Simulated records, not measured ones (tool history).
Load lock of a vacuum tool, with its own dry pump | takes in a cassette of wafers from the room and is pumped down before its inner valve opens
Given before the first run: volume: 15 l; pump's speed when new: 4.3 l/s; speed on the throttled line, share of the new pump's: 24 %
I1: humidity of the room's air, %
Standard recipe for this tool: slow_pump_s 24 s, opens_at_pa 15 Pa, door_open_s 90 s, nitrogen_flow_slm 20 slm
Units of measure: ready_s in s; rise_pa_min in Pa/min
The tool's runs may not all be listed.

run 1 day=0 | slow_pump_s=24 opens_at_pa=15 door_open_s=90 nitrogen_flow_slm=20 | I1=45.9 | ready_s=49.5 rise_pa_min=0.057
run 2 day=3.962 | slow_pump_s=24 opens_at_pa=15 door_open_s=90 nitrogen_flow_slm=20 | I1=47 | ready_s=48.8 rise_pa_min=0.059
run 3 day=7.625 | slow_pump_s=24 opens_at_pa=15 door_open_s=93 nitrogen_flow_slm=20 | I1=43.7 | ready_s=48.9 rise_pa_min=0.056
run 4 day=12.825 | slow_pump_s=24 opens_at_pa=26 door_open_s=90 nitrogen_flow_slm=20 | I1=46.1 | ready_s=46.7 rise_pa_min=0.059
run 5 day=18.671 | slow_pump_s=24 opens_at_pa=26 door_open_s=90 nitrogen_flow_slm=20 | I1=45.2 | ready_s=47.4 rise_pa_min=0.057
run 6 day=21.171 | slow_pump_s=24 opens_at_pa=26 door_open_s=90 nitrogen_flow_slm=20 | I1=49.7 | ready_s=47.4 rise_pa_min=0.063
run 7 day=24.738 | slow_pump_s=28 opens_at_pa=15 door_open_s=90 nitrogen_flow_slm=17 | I1=49.1 | ready_s=52.5 rise_pa_min=0.065
run 8 day=28.125 | slow_pump_s=46 opens_at_pa=15 door_open_s=90 nitrogen_flow_slm=12 | I1=45.8 | ready_s=66.9 rise_pa_min=0.072
run 9 day=32.096 | slow_pump_s=37 opens_at_pa=15 door_open_s=90 nitrogen_flow_slm=19 | I1=43 | ready_s=59.1 rise_pa_min=0.052
run 10 day=35.679 | slow_pump_s=34 opens_at_pa=15 door_open_s=90 nitrogen_flow_slm=11 | I1=44.5 | ready_s=55.9 rise_pa_min=0.066
run 11 day=38.221 | slow_pump_s=24 opens_at_pa=15 door_open_s=26 nitrogen_flow_slm=6 | I1=43.5 | ready_s=48.8 rise_pa_min=0.035

Each row is a separate what-if for the run after 11, all from the same tool condition, not one after another. Results?
run A day=42.388 | slow_pump_s=24 opens_at_pa=15 door_open_s=41 nitrogen_flow_slm=20 | I1=45.7 | ready_s=? rise_pa_min=?
run B day=42.388 | slow_pump_s=45 opens_at_pa=25 door_open_s=103 nitrogen_flow_slm=20 | I1=48.9 | ready_s=? rise_pa_min=?
run C day=42.388 | slow_pump_s=25 opens_at_pa=15 door_open_s=26 nitrogen_flow_slm=6 | I1=46.1 | ready_s=? rise_pa_min=?

run=A ready_s=49.7 rise_pa_min=0.038
run=B ready_s=64.9 rise_pa_min=0.067
run=C ready_s=50.9 rise_pa_min=0.033
What these runs would have given with no unlogged condition in the tool:
run=A ready_s=49.7 rise_pa_min=0.038
run=B ready_s=64.8 rise_pa_min=0.067
run=C ready_s=50.9 rise_pa_min=0.033
